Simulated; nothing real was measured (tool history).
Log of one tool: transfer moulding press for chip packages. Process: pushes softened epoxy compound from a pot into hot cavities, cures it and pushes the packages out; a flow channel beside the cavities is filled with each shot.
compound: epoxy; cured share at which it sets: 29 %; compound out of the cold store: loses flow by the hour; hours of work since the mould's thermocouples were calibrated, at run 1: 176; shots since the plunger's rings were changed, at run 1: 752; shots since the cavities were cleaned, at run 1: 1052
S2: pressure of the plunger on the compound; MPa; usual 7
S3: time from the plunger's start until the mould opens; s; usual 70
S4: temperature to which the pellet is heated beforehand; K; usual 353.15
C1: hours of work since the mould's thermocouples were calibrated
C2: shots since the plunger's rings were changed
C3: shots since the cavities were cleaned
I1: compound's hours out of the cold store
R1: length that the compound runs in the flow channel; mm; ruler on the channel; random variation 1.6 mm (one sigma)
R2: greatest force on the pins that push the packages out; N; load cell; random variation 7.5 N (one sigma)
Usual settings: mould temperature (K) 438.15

Run 1, day 0: usual settings; C1 176; C2 752; C3 1052; I1 47.1. Result: R1 609 mm, R2 531 N.
At day 0.4: cavities cleaned with cleaning compound and waxed.
Run 2, day 0.621: usual settings but mould temperature (K) 444.15; C1 186; C2 1010; C3 102; I1 45.1. Result: R1 608 mm, R2 431 N.
Run 3, day 1.154: usual settings but mould temperature (K) 444.15, S3 92 s; C1 196; C2 1254; C3 346; I1 40.6. Result: R1 624 mm, R2 356 N.
Run 4, day 1.617: usual settings but S4 361.15 K; C1 205; C2 1466; C3 558; I1 23.1. Result: R1 700 mm, R2 623 N.
At day 1.812: cavities cleaned with cleaning compound and waxed, once more.
Run 5, day 2.121: usual settings but S4 361.15 K; C1 213; C2 1670; C3 143; I1 21.4. Result: R1 705 mm, R2 376 N.
Run 6, day 2.462: usual settings but S3 60 s; C1 220; C2 1827; C3 300; I1 15.8. Result: R1 731 mm, R2 717 N.
Run 7, day 2.892: usual settings but S4 346.15 K; C1 228; C2 2023; C3 496; I1 40.7. Result: R1 629 mm, R2 502 N.
Run 8, day 3.412: usual settings but S4 346.15 K; C1 237; C2 2263; C3 736; I1 13.3. Result: R1 741 mm, R2 637 N.
Run 9, day 3.721: usual settings but S3 55 s; C1 243; C2 2405; C3 878; I1 22.1. Result: R1 702 mm, R2 1113 N.
Run 10, day 4: usual settings but S3 55 s; C1 248; C2 2532; C3 1005; I1 40.3. Result: R1 629 mm, R2 1043 N.
Run 11, day 4.375: usual settings but S3 55 s; C1 256; C2 2706; C3 1179; I1 45.3. Result: R1 607 mm, R2 1018 N.
At day 4.512: cavities cleaned with cleaning compound and waxed.
Run 12, day 4.962: usual settings; C1 265; C2 2947; C3 207; I1 46.4. Result: R1 603 mm, R2 373 N.
Run 13, day 5.421: usual settings; C1 274; C2 3157; C3 417; I1 42. Result: R1 617 mm, R2 449 N.
Run 14, day 5.729: usual settings but S4 357.15 K; C1 280; C2 3299; C3 559; I1 27.6. Result: R1 672 mm, R2 531 N.
At day 5.996: plunger's sealing rings changed.
Run 15, day 6.346: usual settings but mould temperature (K) 444.15, S3 108 s; C1 289; C2 160; C3 795; I1 19.3. Result: R1 715 mm, R2 328 N.
Run 16, day 6.871: usual settings but mould temperature (K) 444.15, S3 108 s; C1 299; C2 401; C3 1036; I1 19.3. Result: R1 710 mm, R2 314 N.
Run 17, day 7.196: usual settings but mould temperature (K) 444.15, S3 108 s; C1 305; C2 551; C3 1186; I1 16.5. Result: R1 724 mm, R2 329 N.
At day 7.304: cavities cleaned with cleaning compound and waxed.
Run 18, day 7.75: usual settings but mould temperature (K) 433.15, S4 346.15 K; C1 314; C2 776; C3 205; I1 47.9. Result: R1 614 mm, R2 549 N.
Run 19, day 8.233: usual settings but S4 359.15 K; C1 323; C2 998; C3 427; I1 40. Result: R1 634 mm, R2 432 N.
Run 20, day 8.604: usual settings but S4 359.15 K; C1 330; C2 1170; C3 599; I1 26.8. Result: R1 686 mm, R2 519 N.
Run 21, day 9.042: usual settings but S3 76 s, S4 359.15 K; C1 339; C2 1369; C3 798; I1 26.9. Result: R1 685 mm, R2 431 N.
Run 22, day 9.575: usual settings but S3 76 s, S4 359.15 K; C1 349; C2 1614; C3 1043; I1 20.4. Result: R1 712 mm, R2 466 N.
Run 23, day 9.9: usual settings but mould temperature (K) 432.15; C1 355; C2 1765; C3 1194; I1 13.9. Result: R1 750 mm, R2 976 N.
At day 9.996: cavities cleaned with cleaning compound and waxed.
Run 24, day 10.483: usual settings but mould temperature (K) 431.15, S3 79 s, S4 363.15 K; C1 364; C2 2004; C3 224; I1 27.1. Result: R1 690 mm, R2 444 N.
Run 25, day 10.971: usual settings but S4 363.15 K; C1 374; C2 2229; C3 449; I1 40.9. Result: R1 623 mm, R2 443 N.
Run 26, day 11.279: usual settings but S2 6.22 MPa, S3 108 s, S4 363.15 K; C1 379; C2 2369; C3 589; I1 22.8. Result: R1 656 mm, R2 286 N.
Run 27, day 11.721: usual settings but S2 6.22 MPa, S3 108 s, S4 363.15 K; C1 388; C2 2573; C3 793; I1 34.9. Result: R1 610 mm, R2 304 N.
Run 28, day 12.242: usual settings but mould temperature (K) 431.15, S2 7.92 MPa, S3 83 s, S4 358.15 K; C1 397; C2 2811; C3 1031; I1 12.9. Result: R1 797 mm, R2 636 N.

How the hidden state differs across the entries between the runs, from the last listed run before each to the first after it:
Between runs 1 and 2: cavities cleaned with cleaning compound and waxed (day 0.4)
  true mould temperature over the reading, C: 0.35 -> 0.36; pressure that reaches the compound, % of what is set: 98.51 -> 98.15; grip of the stained cavities, % over clean ones': 100.5 -> 117.4
  measured less the result without the state, R1: -5 -> -7 mm; R2: +261 -> +230 N
Between runs 4 and 5: cavities cleaned with cleaning compound and waxed, once more (day 1.812)
  true mould temperature over the reading, C: 0.38 -> 0.39; pressure that reaches the compound, % of what is set: 97.55 -> 97.28; grip of the stained cavities, % over clean ones': 117.7 -> 32.6
  measured less the result without the state, R1: -9 -> -10 mm; R2: +327 -> +84 N
Between runs 11 and 12: cavities cleaned with cleaning compound and waxed (day 4.512)
  true mould temperature over the reading, C: 0.44 -> 0.45; pressure that reaches the compound, % of what is set: 95.84 -> 95.53; grip of the stained cavities, % over clean ones': 105.9 -> 40.3
  measured less the result without the state, R1: -14 -> -15 mm; R2: +513 -> +100 N
Between runs 14 and 15: plunger's sealing rings changed (day 5.996)
  true mould temperature over the reading, C: 0.47 -> 0.48; pressure that reaches the compound, % of what is set: 95.09 -> 99.16; grip of the stained cavities, % over clean ones': 79.3 -> 93.5
  measured less the result without the state, R1: -18 -> -4 mm; R2: +224 -> +156 N
Between runs 17 and 18: cavities cleaned with cleaning compound and waxed (day 7.304)
  true mould temperature over the reading, C: 0.49 -> 0.5; pressure that reaches the compound, % of what is set: 98.64 -> 98.33; grip of the stained cavities, % over clean ones': 106.4 -> 40
  measured less the result without the state, R1: -5 -> -6 mm; R2: +170 -> +144 N
Between runs 23 and 24: cavities cleaned with cleaning compound and waxed (day 9.996)
  true mould temperature over the reading, C: 0.55 -> 0.56; pressure that reaches the compound, % of what is set: 96.98 -> 96.68; grip of the stained cavities, % over clean ones': 106.8 -> 42.8
  measured less the result without the state, R1: -12 -> -13 mm; R2: +487 -> +122 N
